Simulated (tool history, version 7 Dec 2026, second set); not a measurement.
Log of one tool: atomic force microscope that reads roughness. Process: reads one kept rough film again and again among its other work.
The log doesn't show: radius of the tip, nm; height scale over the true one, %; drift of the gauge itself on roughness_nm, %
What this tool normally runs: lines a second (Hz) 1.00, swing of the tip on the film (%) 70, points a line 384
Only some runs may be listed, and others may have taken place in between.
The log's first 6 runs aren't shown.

| run | hour | lines a second (Hz) | swing of the tip on the film (%) | points a line | pictures with this tip | hours of work since the height scale was calibrated | roughness of the kept film (nm (root mean square)) |
|---|---|---|---|---|---|---|---|
| 7 | 309.3 | 0.64 | 70 | 384 | 42 | 263 | 2.147 |
| 8 | 345.0 | 0.64 | 70 | 384 | 83 | 282 | 2.143 |
| 9 | 389.3 | 0.64 | 66 | 384 | 134 | 305 | 2.158 |
| 10 | 432.5 | 0.64 | 76 | 384 | 183 | 328 | 2.122 |
| 11 | 472.9 | 0.64 | 76 | 384 | 229 | 349 | 2.121 |
|  | 522.4 | new tip fitted |
| 12 | 535.4 | 0.64 | 76 | 384 | 15 | 381 | 2.128 |
| 13 | 590.5 | 0.64 | 76 | 384 | 78 | 410 | 2.130 |
| 14 | 628.2 | 0.64 | 76 | 384 | 121 | 430 | 2.122 |
| 15 | 685.5 | 0.64 | 76 | 384 | 187 | 460 | 2.112 |
| 16 | 733.8 | 1.32 | 76 | 384 | 242 | 485 | 2.052 |
|  | 770.5 | new tip fitted |
| 17 | 788.0 | 1.32 | 76 | 384 | 20 | 513 | 2.053 |
| 18 | 829.0 | 1.32 | 76 | 384 | 67 | 535 | 2.042 |
| 19 | 881.2 | 2.37 | 70 | 433 | 127 | 562 | 2.010 |
| 20 | 919.1 | 2.37 | 70 | 433 | 170 | 582 | 2.005 |
| 21 | 956.8 | 2.37 | 70 | 433 | 213 | 602 | 2.015 |
| 22 | 997.4 | 3.69 | 70 | 627 | 260 | 623 | 1.908 |
|  | 1017.1 | new tip fitted |
| 23 | 1049.2 | 3.69 | 70 | 627 | 36 | 650 | 1.921 |
| 24 | 1116.1 | 2.98 | 68 | 868 | 113 | 685 | 1.983 |

Estimate the outcome of run 25 from the log above:
| 25 | 1175.1 | 2.98 | 68 | 868 | 180 | 716 | ? |

{"run 25": {"roughness of the kept film (nm (root mean square))": 1.995}}
If the tool had no hidden condition, the same run with the same run-to-run variation would have returned roughness of the kept film (nm (root mean square)) 1.998.
